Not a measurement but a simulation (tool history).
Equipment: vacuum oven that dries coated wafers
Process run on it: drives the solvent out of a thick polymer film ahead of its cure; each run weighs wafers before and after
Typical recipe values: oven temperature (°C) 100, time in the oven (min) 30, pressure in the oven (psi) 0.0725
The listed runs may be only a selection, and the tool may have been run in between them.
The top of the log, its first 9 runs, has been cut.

run	hour	oven temperature (°C)	time in the oven (min)	pressure in the oven (psi)	solvent left in the film (%)
10	155.5	100	30	0.0725	1.09
11	176.4	100	30	0.0725	1.06
12	194.3	112	30	0.0725	0.35
13	219	112	30	0.0725	0.35
14	243.7	112	30	0.0725	0.36
15	260.1	112	30	0.1255	0.48
16	273.7	112	30	0.1255	0.48
17	292.9	112	30	0.1255	0.49
18	304.9	87	30	0.0705	3.02
19	326.9	89	46	0.0725	1.35
20	345.2	89	46	0.0725	1.37
21	362.5	89	46	0.0725	1.35
22	384.9	89	46	0.0725	1.37
23	405.6	90	30	0.0725	2.44
# hour 411.7: oven's thermocouples calibrated
24	420.1	95	48	0.0574	0.91
25	435.8	99	19	0.2795	3.88
26	451.3	99	19	0.2795	3.93
27	465.7	94	43	0.0695	1.26
28	479.2	96	48	0.0463	0.77
29	492.7	96	53	0.0618	0.72
30	506.3	100	46	0.0725	0.68
31	528.8	108	29	0.187	1.09
32	542.7	108	29	0.187	1.07
33	560.1	92	31	0.1807	3.06

Consider 4 possible next runs. They are alternatives, not a sequence: every one starts from the tool as it was left by run 33. What does each give?
A	575.8	91	29	0.1542	?
B	575.8	92	43	0.1807	?
C	575.8	104	31	0.1542	?
D	575.8	97	31	0.0634	?

run	solvent left in the film (%)
A	3.37
B	2.12
C	1.22
D	1.67
What these runs would have given with no unlogged condition in the tool:
run	solvent left in the film (%)
A	3.29
B	2.01
C	1.15
D	1.59

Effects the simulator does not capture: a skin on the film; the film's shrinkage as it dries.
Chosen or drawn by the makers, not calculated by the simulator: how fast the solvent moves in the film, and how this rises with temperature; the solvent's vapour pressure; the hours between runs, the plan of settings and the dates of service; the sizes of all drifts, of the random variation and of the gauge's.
